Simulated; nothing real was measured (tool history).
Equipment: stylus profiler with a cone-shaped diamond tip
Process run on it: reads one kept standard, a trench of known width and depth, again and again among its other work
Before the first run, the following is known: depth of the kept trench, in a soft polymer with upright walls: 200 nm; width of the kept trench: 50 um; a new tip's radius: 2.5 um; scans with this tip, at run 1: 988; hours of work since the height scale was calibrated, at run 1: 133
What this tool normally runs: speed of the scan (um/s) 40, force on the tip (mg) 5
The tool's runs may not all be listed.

| run | hour | speed of the scan (um/s) | force on the tip (mg) | scans with this tip | hours of work since the height scale was calibrated | depth of the trench (angstrom) | width of the trench's floor (µm) |
|---|---|---|---|---|---|---|---|
| 1 | 0 | 40 | 5 | 988 | 133 | 2020.2 | 47.87 |
| 2 | 10.1 | 40 | 5 | 1042 | 140 | 2020.6 | 47.85 |
| 3 | 28.5 | 40 | 4.31 | 1141 | 153 | 2019.2 | 47.85 |
| 4 | 44.9 | 40 | 4.31 | 1229 | 165 | 2019 | 47.8 |
|  | 47.3 | height scale calibrated on a step standard |
| 5 | 61.9 | 11 | 5 | 1317 | 10 | 2021.3 | 47.92 |
| 6 | 73.6 | 11 | 5 | 1380 | 19 | 2021.7 | 47.91 |
| 7 | 88.2 | 11 | 5 | 1458 | 29 | 2021.4 | 47.87 |
| 8 | 105 | 32 | 7.1 | 1548 | 41 | 2028.1 | 47.83 |
| 9 | 124.6 | 32 | 7.1 | 1653 | 55 | 2026.6 | 47.87 |
|  | 138.6 | height scale calibrated on a step standard, once more |
| 10 | 141.7 | 28 | 5 | 1742 | 2 | 2020.1 | 47.83 |
| 11 | 160.5 | 62 | 9.68 | 1843 | 16 | 2030.7 | 47.77 |
| 12 | 173.1 | 68 | 12.09 | 1910 | 25 | 2035.2 | 47.78 |
| 13 | 185.8 | 68 | 8.32 | 1978 | 34 | 2027.3 | 47.78 |

Hidden state or all else? Some run-to-run changes of depth of the trench (angstrom), split into what the settings, what came in and random variation would give without the hidden state, and what is left for the hidden state (with any gauge scatter that isn't in both results):
The hidden state here: radius of the tip, um; height scale over the true one, %; drift of the gauge itself on depth_nm, %; drift of the gauge itself on floor_um, %.
Run 9 -> 10: speed of the scan (um/s) 32 -> 28, force on the tip (mg) 7.1 -> 5, height scale calibrated on a step standard, once more. depth of the trench (angstrom) -6.5: hidden state -2.2, all else -4.3.
Run 10 -> 11: speed of the scan (um/s) 28 -> 62, force on the tip (mg) 5 -> 9.68. depth of the trench (angstrom) +10.6: hidden state +0.1, all else +10.5.
